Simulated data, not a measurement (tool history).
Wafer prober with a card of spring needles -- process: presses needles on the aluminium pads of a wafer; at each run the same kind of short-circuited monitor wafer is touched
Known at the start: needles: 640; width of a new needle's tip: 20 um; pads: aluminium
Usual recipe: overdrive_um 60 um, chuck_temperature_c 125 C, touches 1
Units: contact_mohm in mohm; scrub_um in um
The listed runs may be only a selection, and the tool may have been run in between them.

| run | hour | overdrive_um | chuck_temperature_c | touches | contact_mohm | scrub_um |
|---|---|---|---|---|---|---|
| 1 | 0 | 60 | 125 | 1 | 203 | 9.174 |
|  | 5.7 | tips cleaned on abrasive film |
|  | 21.5 | tips cleaned on abrasive film |
| 2 | 26.7 | 60 | 125 | 1 | 196 | 9.171 |
|  | 36.5 | tips cleaned on abrasive film |
|  | 52.1 | tips cleaned on abrasive film |
|  | 67.5 | tips cleaned on abrasive film |
| 3 | 73 | 60 | 125 | 1 | 190 | 9.15 |
|  | 83.3 | tips cleaned on abrasive film |
|  | 99.1 | tips cleaned on abrasive film |
| 4 | 101.9 | 60 | 125 | 1 | 193 | 9.1 |
|  | 113.8 | tips cleaned on abrasive film |
|  | 127.5 | tips cleaned on abrasive film |
| 5 | 133.8 | 60 | 125 | 1 | 197 | 9.11 |
|  | 144.1 | tips cleaned on abrasive film |
|  | 160.2 | tips cleaned on abrasive film |
|  | 169.1 | height of the first contact set anew |
| 6 | 169.1 | 60 | 125 | 1 | 198 | 9.237 |
|  | 176 | tips cleaned on abrasive film |
|  | 190.7 | tips cleaned on abrasive film |
|  | 205.8 | tips cleaned on abrasive film |
| 7 | 217.1 | 60 | 125 | 1 | 201 | 9.216 |
|  | 220.6 | tips cleaned on abrasive film |
|  | 235.2 | tips cleaned on abrasive film |
|  | 252.2 | tips cleaned on abrasive film |
| 8 | 265 | 60 | 125 | 1 | 202 | 9.174 |
|  | 268.5 | tips cleaned on abrasive film |
|  | 282.4 | tips cleaned on abrasive film |
|  | 299.4 | tips cleaned on abrasive film |
| 9 | 310.7 | 60 | 125 | 1 | 203 | 9.163 |
|  | 316.1 | tips cleaned on abrasive film |
|  | 330.9 | tips cleaned on abrasive film |
|  | 345.3 | tips cleaned on abrasive film |
| 10 | 349.1 | 60 | 125 | 2 | 192 | 9.149 |
|  | 360.5 | tips cleaned on abrasive film |
|  | 376 | tips cleaned on abrasive film |
|  | 391.4 | tips cleaned on abrasive film |
| 11 | 396.2 | 60 | 52 | 2 | 180 | 9.122 |
|  | 406.3 | tips cleaned on abrasive film |
|  | 422.7 | tips cleaned on abrasive film |
| 12 | 435.3 | 60 | 125 | 1 | 203 | 9.121 |
|  | 438.8 | tips cleaned on abrasive film |
|  | 445.9 | height of the first contact set anew |
|  | 455 | tips cleaned on abrasive film |
| 13 | 460.8 | 60 | 125 | 1 | 200 | 9.233 |
|  | 470.6 | tips cleaned on abrasive film |
|  | 484.7 | tips cleaned on abrasive film |
| 14 | 496.9 | 61 | 36 | 1 | 187 | 9.363 |
|  | 499.8 | tips cleaned on abrasive film |
|  | 515.2 | tips cleaned on abrasive film |
|  | 529.9 | tips cleaned on abrasive film |
| 15 | 541.8 | 61 | 92 | 1 | 198 | 9.332 |
|  | 545.3 | tips cleaned on abrasive film |
|  | 561 | tips cleaned on abrasive film |
| 16 | 568.5 | 57 | 87 | 3 | 185 | 8.698 |
|  | 575.4 | tips cleaned on abrasive film |
|  | 589.7 | tips cleaned on abrasive film |
| 17 | 600.3 | 57 | 42 | 1 | 196 | 8.69 |
|  | 603.8 | tips cleaned on abrasive film |
|  | 619.9 | tips cleaned on abrasive film |
|  | 635.1 | tips cleaned on abrasive film |
| 18 | 639 | 48 | 114 | 3 | 193 | 7.285 |
|  | 649.3 | tips cleaned on abrasive film |
| 19 | 662 | 48 | 32 | 2 | 192 | 7.262 |
|  | 665.5 | tips cleaned on abrasive film |
|  | 679.8 | tips cleaned on abrasive film |
| 20 | 692.6 | 67 | 26 | 2 | 179 | 10.183 |
|  | 696.1 | tips cleaned on abrasive film |
|  | 711.1 | tips cleaned on abrasive film |
| 21 | 720.6 | 60 | 46 | 1 | 189 | 9.088 |
|  | 724.3 | height of the first contact set anew |
|  | 727.8 | tips cleaned on abrasive film |
|  | 744 | tips cleaned on abrasive film |
|  | 760 | tips cleaned on abrasive film |
| 22 | 766.5 | 50 | 125 | 2 | 199 | 7.682 |
|  | 775.4 | tips cleaned on abrasive film |
|  | 791.6 | tips cleaned on abrasive film |
|  | 806.7 | tips cleaned on abrasive film |
| 23 | 809.7 | 68 | 125 | 1 | 190 | 10.405 |
|  | 821.6 | tips cleaned on abrasive film |
| 24 | 832 | 68 | 125 | 1 | 201 | 10.381 |
|  | 838.4 | tips cleaned on abrasive film |
|  | 853 | tips cleaned on abrasive film |
| 25 | 853.5 | 48 | 69 | 1 | 182 | 7.301 |
|  | 868.2 | tips cleaned on abrasive film |
|  | 884.7 | tips cleaned on abrasive film |
|  | 899.3 | tips cleaned on abrasive film |
| 26 | 901.7 | 48 | 69 | 1 | 191 | 7.291 |

Alternative continuations, all from the tool just after run 26; predict every row:
|  | 914.1 | tips cleaned on abrasive film |
|  | 928.7 | tips cleaned on abrasive film |
| A | 932.5 | 73 | 38 | 2 | ? | ? |
|  | 914.1 | tips cleaned on abrasive film |
|  | 928.7 | tips cleaned on abrasive film |
| B | 932.5 | 48 | 66 | 2 | ? | ? |
|  | 914.1 | tips cleaned on abrasive film |
|  | 928.7 | tips cleaned on abrasive film |
| C | 932.5 | 48 | 69 | 2 | ? | ? |
|  | 914.1 | tips cleaned on abrasive film |
|  | 928.7 | tips cleaned on abrasive film |
| D | 932.5 | 52 | 90 | 1 | ? | ? |
|  | 914.1 | tips cleaned on abrasive film |
|  | 928.7 | tips cleaned on abrasive film |
| E | 932.5 | 66 | 49 | 1 | ? | ? |

| run | contact_mohm | scrub_um |
|---|---|---|
| A | 172 | 11.138 |
| B | 186 | 7.289 |
| C | 191 | 7.283 |
| D | 193 | 7.904 |
| E | 180 | 10.059 |
With no hidden state in the tool, these same runs would have given:
| run | contact_mohm | scrub_um |
|---|---|---|
| A | 166 | 11.239 |
| B | 175 | 7.39 |
| C | 180 | 7.384 |
| D | 178 | 8.005 |
| E | 170 | 10.159 |
